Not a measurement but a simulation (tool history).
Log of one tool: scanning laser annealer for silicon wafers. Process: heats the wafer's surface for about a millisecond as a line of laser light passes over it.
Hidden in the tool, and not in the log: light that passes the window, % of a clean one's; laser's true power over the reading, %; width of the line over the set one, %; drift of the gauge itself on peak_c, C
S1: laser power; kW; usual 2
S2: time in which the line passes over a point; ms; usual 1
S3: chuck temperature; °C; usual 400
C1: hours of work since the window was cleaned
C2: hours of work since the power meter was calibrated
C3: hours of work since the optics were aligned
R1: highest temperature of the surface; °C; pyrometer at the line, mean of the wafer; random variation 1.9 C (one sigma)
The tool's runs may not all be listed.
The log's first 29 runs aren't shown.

| run | day | S1 | S2 | S3 | C1 | C2 | C3 | R1 |
|---|---|---|---|---|---|---|---|---|
| 30 | 35.362 | 1.841 | 1.17 | 377 | 526 | 80 | 407 | 1090 |
| 31 | 36.996 | 1.874 | 1.09 | 383 | 545 | 100 | 426 | 1083 |
| 32 | 38.042 | 1.874 | 1.09 | 383 | 557 | 112 | 439 | 1084 |
| 33 | 38.754 | 1.874 | 0.95 | 374 | 566 | 121 | 447 | 1020 |
| 34 | 40.208 | 1.854 | 1.21 | 371 | 583 | 138 | 465 | 1104 |
| 35 | 41.212 | 1.768 | 0.78 | 371 | 595 | 150 | 476 | 908 |
| 36 | 42.621 | 2 | 1.11 | 372 | 612 | 167 | 493 | 1130 |
| 37 | 43.329 | 2 | 0.9 | 373 | 620 | 175 | 502 | 1048 |
| 38 | 44.179 | 1.962 | 1 | 400 | 630 | 185 | 512 | 1100 |
| 39 | 45.738 | 1.962 | 1 | 400 | 649 | 204 | 530 | 1096 |
| 40 | 46.521 | 2.026 | 1 | 389 | 658 | 213 | 540 | 1115 |

Forecast each of these 3 alternatives for the next run:
|  | 47.15 | window over the wafer cleaned |
| A | 47.533 | 2 | 1.01 | 419 | 5 | 224 | 551 | ? |
|  | 47.15 | window over the wafer cleaned |
| B | 47.533 | 2 | 0.72 | 370 | 5 | 224 | 551 | ? |
|  | 47.15 | window over the wafer cleaned |
| C | 47.533 | 2.136 | 1 | 400 | 5 | 224 | 551 | ? |

| run | R1 |
|---|---|
| A | 1172 |
| B | 988 |
| C | 1212 |
Without the tool's hidden state the same runs would have given:
| run | R1 |
|---|---|
| A | 1178 |
| B | 994 |
| C | 1218 |

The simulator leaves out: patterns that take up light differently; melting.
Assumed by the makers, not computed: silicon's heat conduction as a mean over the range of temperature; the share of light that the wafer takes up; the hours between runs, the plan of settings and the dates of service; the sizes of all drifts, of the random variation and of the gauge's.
